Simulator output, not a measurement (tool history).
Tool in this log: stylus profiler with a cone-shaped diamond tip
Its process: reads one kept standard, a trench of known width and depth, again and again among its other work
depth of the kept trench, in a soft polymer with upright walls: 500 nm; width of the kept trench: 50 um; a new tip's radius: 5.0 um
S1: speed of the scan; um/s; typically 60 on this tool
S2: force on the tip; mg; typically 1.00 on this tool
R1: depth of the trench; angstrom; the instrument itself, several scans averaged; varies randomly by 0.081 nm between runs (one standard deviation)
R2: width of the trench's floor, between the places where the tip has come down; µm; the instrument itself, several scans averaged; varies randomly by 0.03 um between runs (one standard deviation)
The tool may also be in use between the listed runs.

Run 1, day 0.000: usual settings. Result: R1 5029.8 angstrom, R2 43.86 µm.
Run 2, day 4.267: usual settings. Result: R1 5030.7 angstrom, R2 43.81 µm.
Run 3, day 8.583: usual settings but S2 0.81 mg. Result: R1 5021.9 angstrom, R2 43.66 µm.
Run 4, day 13.871: usual settings but S2 0.81 mg. Result: R1 5022.4 angstrom, R2 43.59 µm.
Run 5, day 18.562: usual settings but S1 69 um/s. Result: R1 5026.8 angstrom, R2 43.44 µm.
Run 6, day 21.962: usual settings but S1 69 um/s. Result: R1 5026.4 angstrom, R2 43.36 µm.
Run 7, day 24.804: usual settings but S1 23 um/s. Result: R1 5025.7 angstrom, R2 43.71 µm.
Run 8, day 27.771: usual settings but S1 23 um/s. Result: R1 5026.2 angstrom, R2 43.68 µm.
At day 29.129: height scale calibrated on a step standard.
Run 9, day 33.692: usual settings but S1 120 um/s, S2 0.49 mg. Result: R1 5026.6 angstrom, R2 42.27 µm.
Run 10, day 37.446: usual settings but S1 21 um/s, S2 2.70 mg. Result: R1 5081.5 angstrom, R2 43.62 µm.
Run 11, day 41.104: usual settings but S1 59 um/s, S2 0.51 mg. Result: R1 5025.7 angstrom, R2 42.97 µm.
Run 12, day 45.129: usual settings but S1 34 um/s, S2 0.44 mg. Result: R1 5022.9 angstrom, R2 43.19 µm.

How would selected steps in R1 from run to run divide? Give the signed amount a tool lacking its hidden state would still show from settings, what came in and random variation, and the signed amount left for the hidden state, including any gauge scatter that is not in both of the compared results.
Hidden conditions of the tool in this case: radius of the tip, um; height scale over the true one, %; drift of the gauge itself on depth_nm, %; drift of the gauge itself on floor_um, %.
Run 8 -> 9: S1 23 -> 120, S2 1.00 -> 0.49, height scale calibrated on a step standard. R1 +0.4 angstrom: hidden state +16.9, all else -16.5.
Run 10 -> 11: S1 21 -> 59, S2 2.70 -> 0.51. R1 -55.8 angstrom: hidden state -0.7, all else -55.1.

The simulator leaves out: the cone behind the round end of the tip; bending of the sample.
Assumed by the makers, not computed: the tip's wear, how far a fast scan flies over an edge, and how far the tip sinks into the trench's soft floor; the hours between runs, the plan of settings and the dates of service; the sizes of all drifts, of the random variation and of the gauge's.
